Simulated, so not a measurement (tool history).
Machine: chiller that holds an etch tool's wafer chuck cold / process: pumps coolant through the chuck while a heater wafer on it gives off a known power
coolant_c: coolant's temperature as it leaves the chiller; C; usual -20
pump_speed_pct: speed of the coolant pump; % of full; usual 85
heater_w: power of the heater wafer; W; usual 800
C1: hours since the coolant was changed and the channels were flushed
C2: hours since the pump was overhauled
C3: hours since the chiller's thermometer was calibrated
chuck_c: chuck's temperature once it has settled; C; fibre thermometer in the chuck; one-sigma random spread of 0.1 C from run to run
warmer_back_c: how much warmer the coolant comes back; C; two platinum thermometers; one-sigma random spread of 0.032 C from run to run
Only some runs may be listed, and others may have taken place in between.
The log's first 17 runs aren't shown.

run 18 hour=2496.8 | coolant_c=-23 pump_speed_pct=79 heater_w=651 | C1=2900 C2=5834 C3=3637 | chuck_c=-14.3 warmer_back_c=3.09
run 19 hour=2591.1 | coolant_c=-14 pump_speed_pct=98 heater_w=537 | C1=2994 C2=5928 C3=3731 | chuck_c=-7.8 warmer_back_c=1.97
run 20 hour=2701.3 | coolant_c=-14 pump_speed_pct=98 heater_w=537 | C1=3104 C2=6038 C3=3841 | chuck_c=-7.9 warmer_back_c=2.06
run 21 hour=2883.0 | coolant_c=-25 pump_speed_pct=98 heater_w=1085 | C1=3286 C2=6220 C3=4023 | chuck_c=-12.2 warmer_back_c=4.06
run 22 hour=3032.4 | coolant_c=-28 pump_speed_pct=76 heater_w=926 | C1=3435 C2=6369 C3=4172 | chuck_c=-14.9 warmer_back_c=4.51
run 23 hour=3214.0 | coolant_c=-23 pump_speed_pct=81 heater_w=715 | C1=3617 C2=6551 C3=4354 | chuck_c=-13.5 warmer_back_c=3.24
run 24 hour=3337.3 | coolant_c=-23 pump_speed_pct=98 heater_w=597 | C1=3740 C2=6674 C3=4477 | chuck_c=-15.8 warmer_back_c=2.21
run 25 hour=3453.6 | coolant_c=-20 pump_speed_pct=62 heater_w=800 | C1=3856 C2=6790 C3=4593 | chuck_c=-6.8 warmer_back_c=4.90
run 26 hour=3565.1 | coolant_c=-20 pump_speed_pct=62 heater_w=800 | C1=3968 C2=6902 C3=4705 | chuck_c=-6.7 warmer_back_c=4.92
run 27 hour=3747.2 | coolant_c=-27 pump_speed_pct=65 heater_w=800 | C1=4150 C2=7084 C3=4887 | chuck_c=-14.2 warmer_back_c=4.71
-- hour=3783.7 chiller's thermometer calibrated
run 28 hour=3836.4 | coolant_c=-27 pump_speed_pct=89 heater_w=1010 | C1=4238 C2=7172 C3=53 | chuck_c=-14.5 warmer_back_c=4.20
run 29 hour=4041.7 | coolant_c=-11 pump_speed_pct=80 heater_w=1010 | C1=4444 C2=7377 C3=258 | chuck_c=2.7 warmer_back_c=4.69
run 30 hour=4219.0 | coolant_c=-20 pump_speed_pct=85 heater_w=504 | C1=4621 C2=7555 C3=435 | chuck_c=-13.5 warmer_back_c=2.22
-- hour=4343.3 coolant pump overhauled
run 31 hour=4343.3 | coolant_c=-20 pump_speed_pct=85 heater_w=504 | C1=4740 C2=0 C3=555 | chuck_c=-13.5 warmer_back_c=2.22
run 32 hour=4462.2 | coolant_c=-20 pump_speed_pct=85 heater_w=504 | C1=4859 C2=119 C3=674 | chuck_c=-13.3 warmer_back_c=2.15
run 33 hour=4616.7 | coolant_c=-20 pump_speed_pct=85 heater_w=504 | C1=5014 C2=273 C3=828 | chuck_c=-13.5 warmer_back_c=2.16

Consider 3 possible next runs. They are alternatives, not a sequence: every one starts from the tool as it was left by run 33. What does each give?
run A hour=4765.0 | coolant_c=-27 pump_speed_pct=85 heater_w=418 | C1=5162 C2=422 C3=976 | chuck_c=? warmer_back_c=?
run B hour=4765.0 | coolant_c=-12 pump_speed_pct=85 heater_w=927 | C1=5162 C2=422 C3=976 | chuck_c=? warmer_back_c=?
run C hour=4765.0 | coolant_c=-28 pump_speed_pct=67 heater_w=902 | C1=5162 C2=422 C3=976 | chuck_c=? warmer_back_c=?

run=A chuck_c=-21.7 warmer_back_c=1.81
run=B chuck_c=-0.1 warmer_back_c=4.06
run=C chuck_c=-13.8 warmer_back_c=5.11
Without the tool's hidden state the same runs would have given:
run=A chuck_c=-21.7 warmer_back_c=1.81
run=B chuck_c=-0.1 warmer_back_c=4.06
run=C chuck_c=-13.9 warmer_back_c=5.11

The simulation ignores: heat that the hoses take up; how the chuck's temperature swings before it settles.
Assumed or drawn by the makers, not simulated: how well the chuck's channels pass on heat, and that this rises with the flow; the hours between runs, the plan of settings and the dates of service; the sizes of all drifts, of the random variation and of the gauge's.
